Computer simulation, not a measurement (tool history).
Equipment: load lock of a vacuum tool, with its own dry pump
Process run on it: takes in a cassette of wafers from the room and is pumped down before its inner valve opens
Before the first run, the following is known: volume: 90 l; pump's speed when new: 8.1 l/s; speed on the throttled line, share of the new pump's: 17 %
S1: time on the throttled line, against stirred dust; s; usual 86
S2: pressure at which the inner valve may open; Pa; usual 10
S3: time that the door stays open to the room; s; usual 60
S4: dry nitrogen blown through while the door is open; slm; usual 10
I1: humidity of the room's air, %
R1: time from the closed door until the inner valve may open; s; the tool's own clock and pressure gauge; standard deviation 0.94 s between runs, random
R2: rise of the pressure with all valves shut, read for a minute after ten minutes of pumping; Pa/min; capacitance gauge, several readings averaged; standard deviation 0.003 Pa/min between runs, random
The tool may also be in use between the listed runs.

{"run": 1, "hour": 0.0, "S1": 86, "S2": 10, "S3": 60, "S4": 10, "I1": 46.4, "R1": 180, "R2": 0.026}
{"run": 2, "hour": 169.0, "S1": 86, "S2": 11, "S3": 60, "S4": 10, "I1": 45.5, "R1": 178.8, "R2": 0.034}
{"run": 3, "hour": 303.5, "S1": 86, "S2": 11, "S3": 60, "S4": 10, "I1": 46.6, "R1": 176.9, "R2": 0.029}
{"run": 4, "hour": 403.4, "S1": 86, "S2": 11, "S3": 60, "S4": 10, "I1": 47.4, "R1": 177.8, "R2": 0.035}
{"run": 5, "hour": 556.8, "S1": 86, "S2": 11, "S3": 60, "S4": 10, "I1": 48.6, "R1": 178.9, "R2": 0.033}
{"run": 6, "hour": 657.9, "S1": 86, "S2": 11, "S3": 60, "S4": 10, "I1": 48.7, "R1": 178.9, "R2": 0.039}
{"run": 7, "hour": 747.3, "S1": 86, "S2": 11, "S3": 60, "S4": 10, "I1": 44.2, "R1": 179.2, "R2": 0.032}
{"run": 8, "hour": 873.6, "S1": 86, "S2": 11, "S3": 60, "S4": 10, "I1": 43.6, "R1": 179.1, "R2": 0.036}
{"run": 9, "hour": 1067.4, "S1": 86, "S2": 11, "S3": 60, "S4": 10, "I1": 45.1, "R1": 180.6, "R2": 0.036}
{"run": 10, "hour": 1233.8, "S1": 86, "S2": 10, "S3": 60, "S4": 10, "I1": 42.6, "R1": 179.8, "R2": 0.037}
{"run": 11, "hour": 1389.7, "S1": 86, "S2": 10, "S3": 85, "S4": 10, "I1": 44.8, "R1": 179.7, "R2": 0.048}
{"run": 12, "hour": 1474.3, "S1": 86, "S2": 11, "S3": 60, "S4": 10, "I1": 43.5, "R1": 179.7, "R2": 0.045}
{"run": 13, "hour": 1654.0, "S1": 86, "S2": 11, "S3": 60, "S4": 10, "I1": 43.7, "R1": 179.4, "R2": 0.044}
{"run": 14, "hour": 1808.9, "S1": 86, "S2": 11, "S3": 60, "S4": 10, "I1": 39.9, "R1": 178.8, "R2": 0.038}
{"run": 15, "hour": 1939.8, "S1": 86, "S2": 11, "S3": 60, "S4": 10, "I1": 44.1, "R1": 179.4, "R2": 0.045}
{"run": 16, "hour": 2071.0, "S1": 86, "S2": 11, "S3": 60, "S4": 10, "I1": 47.5, "R1": 180.1, "R2": 0.049}
{"run": 17, "hour": 2169.2, "S1": 86, "S2": 11, "S3": 60, "S4": 10, "I1": 45.5, "R1": 179.6, "R2": 0.055}
{"run": 18, "hour": 2249.8, "S1": 86, "S2": 10, "S3": 60, "S4": 10, "I1": 45.4, "R1": 181.6, "R2": 0.048}
{"run": 19, "hour": 2328.8, "S1": 86, "S2": 10, "S3": 60, "S4": 10, "I1": 45.7, "R1": 181.8, "R2": 0.049}
{"run": 20, "hour": 2490.0, "S1": 86, "S2": 10, "S3": 60, "S4": 10, "I1": 45.1, "R1": 181.4, "R2": 0.048}
{"run": 21, "hour": 2641.1, "S1": 86, "S2": 10, "S3": 60, "S4": 10, "I1": 45.8, "R1": 183.7, "R2": 0.056}
{"run": 22, "hour": 2730.7, "S1": 86, "S2": 10, "S3": 60, "S4": 10, "I1": 43.8, "R1": 181.4, "R2": 0.054}
{"run": 23, "hour": 2912.0, "S1": 86, "S2": 10, "S3": 60, "S4": 10, "I1": 41.6, "R1": 180.9, "R2": 0.054}
{"run": 24, "hour": 3027.9, "S1": 86, "S2": 10, "S3": 60, "S4": 7, "I1": 44.8, "R1": 181.8, "R2": 0.056}
{"run": 25, "hour": 3216.0, "S1": 95, "S2": 20, "S3": 151, "S4": 6, "I1": 47.9, "R1": 181.2, "R2": 0.076}
{"run": 26, "hour": 3337.2, "S1": 61, "S2": 8, "S3": 64, "S4": 6, "I1": 47.6, "R1": 165.2, "R2": 0.076}
{"run": 27, "hour": 3461.6, "S1": 81, "S2": 8, "S3": 58, "S4": 6, "I1": 43.6, "R1": 180.5, "R2": 0.071}

For run 28, what comes out?
{"run": 28, "hour": 3571.4, "S1": 81, "S2": 8, "S3": 58, "S4": 6, "I1": 43.7, "R1": "?", "R2": "?"}

For run 28 the tool returned R1 180.8 s, R2 0.066 Pa/min.
Take away the tool's hidden state, keep the run-to-run variation as it was, and the same run would have given R1 172.5 s, R2 0.02 Pa/min.
